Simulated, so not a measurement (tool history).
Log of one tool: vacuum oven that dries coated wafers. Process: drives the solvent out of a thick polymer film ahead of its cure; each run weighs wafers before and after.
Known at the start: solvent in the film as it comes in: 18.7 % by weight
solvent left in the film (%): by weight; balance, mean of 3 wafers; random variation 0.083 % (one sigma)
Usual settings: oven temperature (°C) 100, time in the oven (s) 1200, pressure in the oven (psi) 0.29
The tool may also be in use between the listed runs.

{"run": 1, "hour": 0.0, "oven temperature (°C)": 100, "time in the oven (s)": 1200, "pressure in the oven (psi)": 0.29, "solvent left in the film (%)": 6.65}
{"run": 2, "hour": 38.4, "oven temperature (°C)": 100, "time in the oven (s)": 1200, "pressure in the oven (psi)": 0.29, "solvent left in the film (%)": 6.53}
{"run": 3, "hour": 90.9, "oven temperature (°C)": 100, "time in the oven (s)": 1200, "pressure in the oven (psi)": 0.29, "solvent left in the film (%)": 6.61}
{"run": 4, "hour": 165.9, "oven temperature (°C)": 100, "time in the oven (s)": 1200, "pressure in the oven (psi)": 0.29, "solvent left in the film (%)": 6.79}
{"run": 5, "hour": 213.9, "oven temperature (°C)": 100, "time in the oven (s)": 1200, "pressure in the oven (psi)": 0.29, "solvent left in the film (%)": 6.62}
{"run": 6, "hour": 279.7, "oven temperature (°C)": 102, "time in the oven (s)": 1200, "pressure in the oven (psi)": 0.29, "solvent left in the film (%)": 5.83}
{"run": 7, "hour": 320.6, "oven temperature (°C)": 100, "time in the oven (s)": 1200, "pressure in the oven (psi)": 0.29, "solvent left in the film (%)": 6.52}
{"run": 8, "hour": 386.6, "oven temperature (°C)": 100, "time in the oven (s)": 1200, "pressure in the oven (psi)": 0.29, "solvent left in the film (%)": 6.7}
{"run": 9, "hour": 439.2, "oven temperature (°C)": 100, "time in the oven (s)": 1200, "pressure in the oven (psi)": 0.29, "solvent left in the film (%)": 6.73}
{"run": 10, "hour": 516.8, "oven temperature (°C)": 114, "time in the oven (s)": 1200, "pressure in the oven (psi)": 0.29, "solvent left in the film (%)": 2.42}
{"run": 11, "hour": 551.0, "oven temperature (°C)": 92, "time in the oven (s)": 1200, "pressure in the oven (psi)": 0.29, "solvent left in the film (%)": 9.71}
{"run": 12, "hour": 623.2, "oven temperature (°C)": 89, "time in the oven (s)": 1200, "pressure in the oven (psi)": 0.29, "solvent left in the film (%)": 11.14}
{"run": 13, "hour": 682.6, "oven temperature (°C)": 89, "time in the oven (s)": 1200, "pressure in the oven (psi)": 0.29, "solvent left in the film (%)": 11.26}
{"run": 14, "hour": 746.3, "oven temperature (°C)": 89, "time in the oven (s)": 1200, "pressure in the oven (psi)": 0.29, "solvent left in the film (%)": 11.09}
{"run": 15, "hour": 792.5, "oven temperature (°C)": 89, "time in the oven (s)": 1200, "pressure in the oven (psi)": 0.29, "solvent left in the film (%)": 11.04}
{"hour": 820.2, "done": "oven's thermocouples calibrated"}
{"run": 16, "hour": 834.0, "oven temperature (°C)": 100, "time in the oven (s)": 1200, "pressure in the oven (psi)": 0.415, "solvent left in the film (%)": 7.85}
{"run": 17, "hour": 892.8, "oven temperature (°C)": 100, "time in the oven (s)": 720, "pressure in the oven (psi)": 0.29, "solvent left in the film (%)": 9.01}
{"run": 18, "hour": 947.5, "oven temperature (°C)": 110, "time in the oven (s)": 1200, "pressure in the oven (psi)": 0.29, "solvent left in the film (%)": 3.26}
{"run": 19, "hour": 998.0, "oven temperature (°C)": 110, "time in the oven (s)": 1200, "pressure in the oven (psi)": 0.29, "solvent left in the film (%)": 3.33}
{"run": 20, "hour": 1062.6, "oven temperature (°C)": 110, "time in the oven (s)": 1200, "pressure in the oven (psi)": 0.29, "solvent left in the film (%)": 3.25}
{"run": 21, "hour": 1117.7, "oven temperature (°C)": 86, "time in the oven (s)": 1200, "pressure in the oven (psi)": 0.29, "solvent left in the film (%)": 12.2}
{"run": 22, "hour": 1198.3, "oven temperature (°C)": 92, "time in the oven (s)": 1200, "pressure in the oven (psi)": 0.2, "solvent left in the film (%)": 9.03}
{"run": 23, "hour": 1280.2, "oven temperature (°C)": 105, "time in the oven (s)": 840, "pressure in the oven (psi)": 1.065, "solvent left in the film (%)": 11.17}
{"run": 24, "hour": 1336.6, "oven temperature (°C)": 100, "time in the oven (s)": 1200, "pressure in the oven (psi)": 0.257, "solvent left in the film (%)": 6.46}
{"run": 25, "hour": 1394.0, "oven temperature (°C)": 97, "time in the oven (s)": 1020, "pressure in the oven (psi)": 0.392, "solvent left in the film (%)": 9.54}
{"run": 26, "hour": 1429.2, "oven temperature (°C)": 97, "time in the oven (s)": 1560, "pressure in the oven (psi)": 0.392, "solvent left in the film (%)": 7.69}
{"run": 27, "hour": 1485.7, "oven temperature (°C)": 108, "time in the oven (s)": 1320, "pressure in the oven (psi)": 0.392, "solvent left in the film (%)": 4.45}
{"run": 28, "hour": 1540.9, "oven temperature (°C)": 99, "time in the oven (s)": 1200, "pressure in the oven (psi)": 1.041, "solvent left in the film (%)": 13.28}
{"run": 29, "hour": 1593.5, "oven temperature (°C)": 110, "time in the oven (s)": 1200, "pressure in the oven (psi)": 0.277, "solvent left in the film (%)": 3.16}
{"run": 30, "hour": 1667.5, "oven temperature (°C)": 110, "time in the oven (s)": 660, "pressure in the oven (psi)": 0.551, "solvent left in the film (%)": 7.12}
{"run": 31, "hour": 1736.0, "oven temperature (°C)": 100, "time in the oven (s)": 1620, "pressure in the oven (psi)": 0.29, "solvent left in the film (%)": 5.45}
{"run": 32, "hour": 1769.1, "oven temperature (°C)": 104, "time in the oven (s)": 600, "pressure in the oven (psi)": 0.638, "solvent left in the film (%)": 10.4}
{"run": 33, "hour": 1845.7, "oven temperature (°C)": 104, "time in the oven (s)": 600, "pressure in the oven (psi)": 0.638, "solvent left in the film (%)": 10.51}
{"run": 34, "hour": 1920.5, "oven temperature (°C)": 100, "time in the oven (s)": 1200, "pressure in the oven (psi)": 0.732, "solvent left in the film (%)": 10.25}
{"run": 35, "hour": 1962.7, "oven temperature (°C)": 95, "time in the oven (s)": 1500, "pressure in the oven (psi)": 0.445, "solvent left in the film (%)": 9.21}
{"run": 36, "hour": 2042.5, "oven temperature (°C)": 95, "time in the oven (s)": 1500, "pressure in the oven (psi)": 0.445, "solvent left in the film (%)": 9.06}
{"hour": 2072.6, "done": "oven's thermocouples calibrated"}
{"run": 37, "hour": 2101.7, "oven temperature (°C)": 92, "time in the oven (s)": 720, "pressure in the oven (psi)": 0.29, "solvent left in the film (%)": 11.89}

4 ways to go on from here, each from the tool as it stands after run 37. What would each give?
{"run": "A", "hour": 2156.7, "oven temperature (°C)": 100, "time in the oven (s)": 1020, "pressure in the oven (psi)": 0.29, "solvent left in the film (%)": "?"}
{"run": "B", "hour": 2156.7, "oven temperature (°C)": 113, "time in the oven (s)": 1680, "pressure in the oven (psi)": 0.336, "solvent left in the film (%)": "?"}
{"run": "C", "hour": 2156.7, "oven temperature (°C)": 89, "time in the oven (s)": 1320, "pressure in the oven (psi)": 0.29, "solvent left in the film (%)": "?"}
{"run": "D", "hour": 2156.7, "oven temperature (°C)": 92, "time in the oven (s)": 1860, "pressure in the oven (psi)": 0.29, "solvent left in the film (%)": "?"}

run=A solvent_left_in_the_film_(%)=7.49
run=B solvent_left_in_the_film_(%)=2.42
run=C solvent_left_in_the_film_(%)=10.72
run=D solvent_left_in_the_film_(%)=8.09
Without the tool's hidden state the same runs would have given:
run=A solvent_left_in_the_film_(%)=7.47
run=B solvent_left_in_the_film_(%)=2.4
run=C solvent_left_in_the_film_(%)=10.71
run=D solvent_left_in_the_film_(%)=8.08
